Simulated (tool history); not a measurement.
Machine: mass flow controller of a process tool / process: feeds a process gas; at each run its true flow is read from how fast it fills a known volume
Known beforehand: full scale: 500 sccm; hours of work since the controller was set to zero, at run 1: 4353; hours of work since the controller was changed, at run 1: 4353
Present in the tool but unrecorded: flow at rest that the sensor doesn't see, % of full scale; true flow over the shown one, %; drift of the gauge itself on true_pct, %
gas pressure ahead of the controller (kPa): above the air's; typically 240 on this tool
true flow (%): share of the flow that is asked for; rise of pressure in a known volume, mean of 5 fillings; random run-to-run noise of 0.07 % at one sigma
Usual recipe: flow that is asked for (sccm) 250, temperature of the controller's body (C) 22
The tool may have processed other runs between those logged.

run	day	flow that is asked for (sccm)	gas pressure ahead of the controller (kPa)	temperature of the controller's body (C)	hours of work since the controller was set to zero	hours of work since the controller was changed	true flow (%)
1	0.000	250	240	22	4353	4353	101.78
2	6.946	250	240	22	4475	4475	101.90
3	10.325	250	240	22	4535	4535	102.08
4	13.567	250	240	22	4592	4592	102.00
5	20.462	250	240	34	4713	4713	101.01
6	24.971	250	240	34	4792	4792	101.11
7	30.517	250	240	22	4889	4889	102.19
8	37.708	250	240	22	5016	5016	102.29
9	42.000	81	145	22	5091	5091	106.97
10	46.733	73	205	33	5174	5174	106.60
11	53.212	84	205	20	5288	5288	106.82
12	58.329	443	205	20	5378	5378	102.84
13	62.454	250	150	20	5450	5450	103.17
14	67.308	250	188	37	5536	5536	101.63
15	72.225	250	188	37	5622	5622	101.71

Here are 4 independent what-if runs from the current tool condition. What would each one return?
A	79.529	250	146	22	5750	5750	?
B	79.529	250	240	34	5750	5750	?
C	79.529	250	188	33	5750	5750	?
D	79.529	203	151	22	5750	5750	?

run	true flow (%)
A	103.26
B	101.67
C	102.13
D	103.55
Stripped of hidden state, with their random variation kept, the same runs would have yielded:
run	true flow (%)
A	99.12
B	97.54
C	97.99
D	98.79
